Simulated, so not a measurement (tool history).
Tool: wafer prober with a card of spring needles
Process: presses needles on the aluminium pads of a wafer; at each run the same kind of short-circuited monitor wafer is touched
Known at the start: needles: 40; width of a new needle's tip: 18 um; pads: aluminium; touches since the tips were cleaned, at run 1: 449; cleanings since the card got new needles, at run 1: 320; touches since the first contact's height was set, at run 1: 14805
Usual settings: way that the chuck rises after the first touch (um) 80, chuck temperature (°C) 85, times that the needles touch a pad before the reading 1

run,hour,way that the chuck rises after the first touch (um),chuck temperature (°C),times that the needles touch a pad before the reading,touches since the tips were cleaned,cleanings since the card got new needles,touches since the first contact's height was set,resistance of one needle with its contact and lead (mohm),way that a needle slides on the pad (um)
1,0.0,80,85,1,449,320,14805,271,9.77
# hour 4.0: tips cleaned on abrasive film
# hour 10.5: tips cleaned on abrasive film
# hour 15.7: tips cleaned on abrasive film
# hour 22.3: tips cleaned on abrasive film
2,26.4,80,85,1,1313,324,23099,274,9.73
# hour 27.8: tips cleaned on abrasive film
# hour 34.3: tips cleaned on abrasive film
# hour 40.8: tips cleaned on abrasive film
# hour 46.1: tips cleaned on abrasive film
# hour 52.6: tips cleaned on abrasive film
# hour 59.1: tips cleaned on abrasive film
# hour 64.4: tips cleaned on abrasive film
3,67.9,80,85,1,1130,331,36126,276,9.77
# hour 70.6: tips cleaned on abrasive film
# hour 77.1: tips cleaned on abrasive film
# hour 83.6: tips cleaned on abrasive film
# hour 88.9: tips cleaned on abrasive film
4,91.8,80,51,1,929,335,43617,267,9.77
# hour 94.4: tips cleaned on abrasive film
# hour 99.7: tips cleaned on abrasive film
# hour 106.2: tips cleaned on abrasive film
# hour 111.4: tips cleaned on abrasive film
# hour 118.0: tips cleaned on abrasive film
5,119.7,80,81,1,542,340,52360,273,9.81
# hour 123.6: tips cleaned on abrasive film
# hour 130.1: tips cleaned on abrasive film
# hour 136.7: tips cleaned on abrasive film
# hour 143.2: tips cleaned on abrasive film
6,144.8,80,69,1,505,344,60249,271,9.79
# hour 148.7: tips cleaned on abrasive film
# hour 154.0: tips cleaned on abrasive film
# hour 160.5: tips cleaned on abrasive film
# hour 167.0: tips cleaned on abrasive film
# hour 173.5: tips cleaned on abrasive film
# hour 178.8: tips cleaned on abrasive film
# hour 185.3: tips cleaned on abrasive film
# hour 190.5: tips cleaned on abrasive film
7,194.2,80,85,1,1178,352,75780,272,9.82
# hour 196.9: tips cleaned on abrasive film
# hour 202.1: tips cleaned on abrasive film
# hour 208.7: tips cleaned on abrasive film
# hour 215.2: tips cleaned on abrasive film
# hour 216.8: height of the first contact set anew
# hour 220.7: tips cleaned on abrasive film
8,222.1,80,26,1,453,357,1683,254,9.79
# hour 226.1: tips cleaned on abrasive film
# hour 231.3: tips cleaned on abrasive film
# hour 237.9: tips cleaned on abrasive film
# hour 243.1: tips cleaned on abrasive film
# hour 255.1: card fitted with new needles
# hour 261.6: tips cleaned on abrasive film
# hour 268.1: tips cleaned on abrasive film
9,270.9,89,85,1,870,2,4971,272,10.95
# hour 273.5: tips cleaned on abrasive film
# hour 278.8: tips cleaned on abrasive film
# hour 285.3: tips cleaned on abrasive film
# hour 291.8: tips cleaned on abrasive film
# hour 298.4: tips cleaned on abrasive film
# hour 304.9: tips cleaned on abrasive film
# hour 311.4: tips cleaned on abrasive film
10,312.7,67,85,1,419,9,18108,276,8.24
# hour 317.9: tips cleaned on abrasive film
# hour 323.2: tips cleaned on abrasive film
# hour 329.7: tips cleaned on abrasive film
# hour 336.2: tips cleaned on abrasive film
# hour 341.4: tips cleaned on abrasive film
11,342.7,80,85,1,414,14,27529,271,9.87
# hour 347.8: tips cleaned on abrasive film
# hour 353.0: tips cleaned on abrasive film
# hour 359.6: tips cleaned on abrasive film
# hour 364.8: tips cleaned on abrasive film
# hour 370.0: tips cleaned on abrasive film
12,374.3,80,85,2,1364,19,37449,273,9.85
# hour 375.7: tips cleaned on abrasive film
# hour 380.9: tips cleaned on abrasive film
# hour 387.5: tips cleaned on abrasive film
# hour 392.7: tips cleaned on abrasive film
# hour 399.2: tips cleaned on abrasive film
# hour 404.5: tips cleaned on abrasive film
# hour 409.7: tips cleaned on abrasive film
13,412.2,77,30,1,787,26,49311,258,9.53
# hour 416.1: tips cleaned on abrasive film
# hour 421.4: tips cleaned on abrasive film
# hour 427.9: tips cleaned on abrasive film
# hour 434.4: tips cleaned on abrasive film
# hour 440.9: tips cleaned on abrasive film
# hour 446.2: tips cleaned on abrasive film
# hour 451.4: tips cleaned on abrasive film
# hour 458.0: tips cleaned on abrasive film
14,462.4,73,47,1,1411,34,65077,263,9.05
# hour 463.8: tips cleaned on abrasive film
# hour 470.3: tips cleaned on abrasive film
# hour 476.8: tips cleaned on abrasive film
# hour 483.3: tips cleaned on abrasive film
# hour 488.6: tips cleaned on abrasive film
# hour 493.8: tips cleaned on abrasive film
# hour 499.1: tips cleaned on abrasive film
# hour 505.6: tips cleaned on abrasive film
15,510.0,73,47,1,1405,42,80018,264,9.02
# hour 511.4: tips cleaned on abrasive film
# hour 517.9: tips cleaned on abrasive film
# hour 519.5: height of the first contact set anew
# hour 524.7: tips cleaned on abrasive film
# hour 530.0: tips cleaned on abrasive film
16,533.3,71,111,1,1076,46,4357,279,8.80
# hour 536.0: tips cleaned on abrasive film
# hour 542.5: tips cleaned on abrasive film
# hour 547.8: tips cleaned on abrasive film
# hour 554.3: tips cleaned on abrasive film
# hour 559.5: tips cleaned on abrasive film
17,559.6,71,111,1,9,51,12569,283,8.78
# hour 564.8: tips cleaned on abrasive film
# hour 571.3: tips cleaned on abrasive film
# hour 576.6: tips cleaned on abrasive film
# hour 581.8: tips cleaned on abrasive film
# hour 588.4: tips cleaned on abrasive film
# hour 594.9: tips cleaned on abrasive film
# hour 600.1: tips cleaned on abrasive film
# hour 605.4: tips cleaned on abrasive film
18,605.8,83,85,2,136,59,27068,269,10.32
# hour 611.0: tips cleaned on abrasive film
# hour 617.6: tips cleaned on abrasive film
# hour 622.8: tips cleaned on abrasive film
# hour 629.3: tips cleaned on abrasive film
# hour 635.8: tips cleaned on abrasive film
# hour 642.4: tips cleaned on abrasive film
# hour 647.6: tips cleaned on abrasive film
# hour 653.7: tips cleaned on abrasive film
19,653.7,83,85,2,0,67,42116,271,10.30
# hour 660.3: tips cleaned on abrasive film
# hour 666.8: tips cleaned on abrasive film
# hour 672.0: tips cleaned on abrasive film
# hour 678.5: tips cleaned on abrasive film
# hour 684.9: tips cleaned on abrasive film
20,684.9,96,64,1,0,72,51907,265,11.97
# hour 691.4: tips cleaned on abrasive film
# hour 698.0: tips cleaned on abrasive film
# hour 703.2: tips cleaned on abrasive film
# hour 708.4: tips cleaned on abrasive film
# hour 715.0: tips cleaned on abrasive film
# hour 721.5: tips cleaned on abrasive film
21,726.1,96,64,1,1477,78,64868,268,11.96
# hour 727.5: tips cleaned on abrasive film
# hour 734.0: tips cleaned on abrasive film
# hour 739.3: tips cleaned on abrasive film
# hour 744.5: tips cleaned on abrasive film
# hour 751.0: tips cleaned on abrasive film
# hour 757.6: tips cleaned on abrasive film
# hour 762.8: tips cleaned on abrasive film
# hour 768.0: tips cleaned on abrasive film
# hour 774.6: tips cleaned on abrasive film
22,776.5,96,64,1,625,87,80670,269,11.98

Forecast each of these 4 alternatives for the next run:
# hour 780.5: tips cleaned on abrasive film
# hour 783.3: height of the first contact set anew
# hour 786.0: tips cleaned on abrasive film
# hour 791.3: tips cleaned on abrasive film
# hour 797.8: tips cleaned on abrasive film
# hour 803.0: tips cleaned on abrasive film
# hour 809.5: tips cleaned on abrasive film
A,813.7,80,93,1,1343,93,9546,?,?
# hour 780.5: tips cleaned on abrasive film
# hour 783.3: height of the first contact set anew
# hour 786.0: tips cleaned on abrasive film
# hour 791.3: tips cleaned on abrasive film
# hour 797.8: tips cleaned on abrasive film
# hour 803.0: tips cleaned on abrasive film
# hour 809.5: tips cleaned on abrasive film
B,813.7,91,33,2,1343,93,9546,?,?
# hour 780.5: tips cleaned on abrasive film
# hour 783.3: height of the first contact set anew
# hour 786.0: tips cleaned on abrasive film
# hour 791.3: tips cleaned on abrasive film
# hour 797.8: tips cleaned on abrasive film
# hour 803.0: tips cleaned on abrasive film
# hour 809.5: tips cleaned on abrasive film
C,813.7,75,34,1,1343,93,9546,?,?
# hour 780.5: tips cleaned on abrasive film
# hour 783.3: height of the first contact set anew
# hour 786.0: tips cleaned on abrasive film
# hour 791.3: tips cleaned on abrasive film
# hour 797.8: tips cleaned on abrasive film
# hour 803.0: tips cleaned on abrasive film
# hour 809.5: tips cleaned on abrasive film
D,813.7,61,26,2,1343,93,9546,?,?

run,resistance of one needle with its contact and lead (mohm),way that a needle slides on the pad (um)
A,274,10.00
B,258,11.36
C,256,9.34
D,260,7.63
Without the tool's hidden state the same runs would have given:
run,resistance of one needle with its contact and lead (mohm),way that a needle slides on the pad (um)
A,274,9.75
B,257,11.09
C,256,9.12
D,260,7.44
